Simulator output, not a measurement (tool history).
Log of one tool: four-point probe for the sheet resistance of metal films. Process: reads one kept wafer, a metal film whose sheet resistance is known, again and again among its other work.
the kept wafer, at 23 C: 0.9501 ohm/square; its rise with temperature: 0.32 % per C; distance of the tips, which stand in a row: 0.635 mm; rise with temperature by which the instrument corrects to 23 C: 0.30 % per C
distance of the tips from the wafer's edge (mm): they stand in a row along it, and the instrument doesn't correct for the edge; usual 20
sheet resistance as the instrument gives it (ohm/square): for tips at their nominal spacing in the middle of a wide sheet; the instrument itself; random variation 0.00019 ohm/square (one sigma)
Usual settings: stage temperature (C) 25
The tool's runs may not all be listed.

run   hour  stage temperature (C)  distance of the tips from the wafer's edge (mm)  sheet resistance as the instrument gives it (ohm/square)
  1      0                     25                                               20                                                  0.947498
  2   28.4                     25                                               20                                                  0.946692
  3   57.4                     25                                               20                                                  0.947135
  4  114.3                     25                                               20                                                  0.946788
  5  156.3                     25                                               20                                                  0.946772
  6  187.1                     25                                               20                                                  0.946511
  7  226.1                     25                                               20                                                  0.946332
  8  271.1                     25                                               20                                                    0.9464
  9    316                     21                                               20                                                  0.945264
 10  343.3                     20                                               13                                                  0.945836
 11  398.3                     25                                                6                                                  0.951221
     402.9  -- stage's thermometer calibrated
 12  432.4                     25                                                6                                                  0.950459
 13  456.9                     25                                                6                                                   0.95041
 14  498.2                     20                                               23                                                   0.94416
 15  535.9                     20                                               23                                                  0.943831
 16  577.7                     26                                                7                                                   0.94843
 17    617                     21                                               45                                                  0.943453

Hidden state or all else? Some run-to-run changes of sheet resistance as the instrument gives it (ohm/square), split into what the settings, what came in and random variation would give without the hidden state, and what is left for the hidden state (with any gauge scatter that isn't in both results):
The hidden state here: inner tips' distance over the nominal, %; tips' flats over new ones', %; wafer's true temperature over the reading, C; drift of the gauge itself on sheet_ohm, %.
Run 11 -> 12: stage's thermometer calibrated. sheet resistance as the instrument gives it (ohm/square) -0.000762: hidden state -0.000676, all else -0.000086.
Run 13 -> 14: stage temperature (C) 25 -> 20, distance of the tips from the wafer's edge (mm) 6 -> 23. sheet resistance as the instrument gives it (ohm/square) -0.00625: hidden state -0.000111, all else -0.006139.

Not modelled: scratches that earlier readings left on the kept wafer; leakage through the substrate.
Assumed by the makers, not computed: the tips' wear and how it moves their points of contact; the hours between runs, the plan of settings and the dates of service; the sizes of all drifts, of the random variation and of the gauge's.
